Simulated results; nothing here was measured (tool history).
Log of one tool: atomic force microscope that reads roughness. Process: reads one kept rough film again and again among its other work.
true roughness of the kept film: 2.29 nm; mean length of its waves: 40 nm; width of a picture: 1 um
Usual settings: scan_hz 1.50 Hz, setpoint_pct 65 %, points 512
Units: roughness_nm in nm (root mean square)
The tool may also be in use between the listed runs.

run,hour,scan_hz,setpoint_pct,points,roughness_nm
1,0.0,1.50,65,512,1.789
2,6.8,1.50,65,981,1.780
3,18.0,1.50,57,512,1.789
# hour 28.5: new tip fitted
4,33.0,1.50,57,512,2.078
5,44.7,1.50,57,512,2.017
6,52.7,1.50,85,512,1.710
7,68.6,1.50,85,512,1.673
8,82.3,1.28,85,512,1.700
9,94.5,1.28,85,512,1.653
10,107.6,1.28,85,674,1.630
11,123.4,1.50,65,512,1.761
# hour 125.6: height scale calibrated on a step standard
12,140.4,1.50,65,512,1.734
# hour 150.9: new tip fitted
13,155.0,1.50,65,512,2.017
14,166.3,1.99,70,539,1.870
# hour 168.8: height scale calibrated on a step standard, once more
15,180.1,1.99,70,539,1.841
16,194.5,1.50,57,512,1.940
17,201.1,1.50,60,512,1.917
18,212.4,1.16,69,512,1.838
19,222.5,3.71,69,865,1.576
20,235.5,3.71,68,910,1.573
21,246.1,3.26,85,910,1.298
22,256.9,1.42,65,512,1.744
23,271.9,1.50,60,512,1.743
# hour 273.5: new tip fitted
24,283.1,1.23,79,970,1.874
25,290.3,2.70,88,349,1.446
26,298.3,2.70,88,349,1.439

The same runs without the tool's hidden state, with the same run-to-run variation:
The hidden state here: radius of the tip, nm; height scale over the true one, %; drift of the gauge itself on roughness_nm, %.
run,roughness_nm
1,2.013
2,2.023
3,2.063
4,2.089
5,2.064
6,1.770
7,1.773
8,1.834
9,1.812
10,1.818
11,2.006
12,2.016
13,2.020
14,1.904
15,1.927
16,2.075
17,2.067
18,2.017
19,1.752
20,1.774
21,1.483
22,2.017
23,2.051
24,1.903
25,1.484
26,1.490

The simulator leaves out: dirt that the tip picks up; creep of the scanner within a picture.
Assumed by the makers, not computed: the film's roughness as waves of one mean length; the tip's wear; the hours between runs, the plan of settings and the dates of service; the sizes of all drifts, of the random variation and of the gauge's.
